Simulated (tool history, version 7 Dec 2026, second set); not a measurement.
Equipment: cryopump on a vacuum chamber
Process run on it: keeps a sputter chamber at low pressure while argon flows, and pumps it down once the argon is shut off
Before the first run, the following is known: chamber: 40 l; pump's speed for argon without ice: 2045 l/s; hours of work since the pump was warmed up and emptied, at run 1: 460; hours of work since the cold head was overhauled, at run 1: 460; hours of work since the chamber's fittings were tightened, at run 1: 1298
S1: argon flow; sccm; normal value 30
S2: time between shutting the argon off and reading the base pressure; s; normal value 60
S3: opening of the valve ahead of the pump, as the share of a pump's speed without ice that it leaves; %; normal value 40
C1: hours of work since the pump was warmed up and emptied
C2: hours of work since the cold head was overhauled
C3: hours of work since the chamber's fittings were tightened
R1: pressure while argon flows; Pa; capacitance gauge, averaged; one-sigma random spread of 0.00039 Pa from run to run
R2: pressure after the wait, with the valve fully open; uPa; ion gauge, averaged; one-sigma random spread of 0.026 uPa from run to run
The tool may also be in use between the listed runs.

run	hour	S1	S2	S3	C1	C2	C3	R1	R2
1	0	30	60	40	460	460	1298	0.0662	1.62
2	22	30	60	40	477	477	1315	0.0668	1.66
3	48	30	40	40	497	497	1336	0.0675	2.1
4	79.3	30	40	40	522	522	1360	0.0674	2.13
5	118.8	30	40	40	553	553	1391	0.0678	2.23
6	147.1	30	60	50	575	575	1414	0.0557	1.73
# hour 168: pump warmed up, emptied and cooled again
7	173	30	49	40	4	592	1430	0.0626	1.79
8	206.1	30	60	40	30	617	1456	0.0625	1.58
9	227.8	30	60	40	47	635	1473	0.0628	1.65
10	255.4	30	60	40	69	656	1495	0.0627	1.6
11	303.6	30	60	40	106	694	1532	0.0635	1.66
12	348.9	30	60	40	142	730	1568	0.064	1.68
13	383.7	31	60	40	169	757	1595	0.066	1.67
14	410.7	30	60	26	190	778	1617	0.0978	1.74
15	445.4	30	60	40	218	805	1644	0.0642	1.69
16	492.5	30	60	40	255	842	1681	0.0653	1.74
17	520.4	30	60	40	277	864	1703	0.0647	1.76
18	554.3	30	60	38	303	891	1729	0.0684	1.79
19	596.9	35	60	40	337	924	1763	0.0772	1.76
20	634.7	41	33	16	366	954	1792	0.2172	2.53
21	668.1	41	33	16	392	980	1818	0.2184	2.52
22	700	31	40	16	417	1005	1843	0.1649	2.32
23	736.8	31	40	16	446	1034	1872	0.1656	2.31
24	764.4	31	40	16	468	1056	1894	0.1654	2.32
25	786.2	25	35	40	485	1073	1911	0.056	2.6
26	827.7	27	118	17	518	1105	1944	0.1373	1.46
27	862.7	41	60	40	545	1133	1971	0.0927	1.89
28	888.7	16	212	40	565	1153	1992	0.0368	1.24
# hour 921.9: pump warmed up, emptied and cooled again
29	922.3	16	212	40	0	1176	2014	0.0327	1.1
30	964.6	54	240	48	34	1209	2047	0.094	1.1
31	987.7	54	240	48	52	1227	2065	0.0946	1.09
32	1036.7	54	240	48	90	1265	2104	0.0952	1.12
33	1060.4	22	240	48	109	1284	2122	0.0391	1.11

Below are 5 alternative next runs, each starting from the tool's condition after run 33. Predict each:
A	1101.5	49	30	30	141	1316	2155	?	?
B	1101.5	22	28	43	141	1316	2155	?	?
C	1101.5	21	27	48	141	1316	2155	?	?
D	1101.5	22	24	19	141	1316	2155	?	?
E	1101.5	33	62	24	141	1316	2155	?	?

run	R1	R2
A	0.138	2.82
B	0.0438	2.95
C	0.0373	3.02
D	0.0977	3.23
E	0.1156	1.89
Without the tool's hidden state the same runs would have given:
run	R1	R2
A	0.1354	2.03
B	0.0426	2.17
C	0.0362	2.24
D	0.0965	2.47
E	0.1138	1.1

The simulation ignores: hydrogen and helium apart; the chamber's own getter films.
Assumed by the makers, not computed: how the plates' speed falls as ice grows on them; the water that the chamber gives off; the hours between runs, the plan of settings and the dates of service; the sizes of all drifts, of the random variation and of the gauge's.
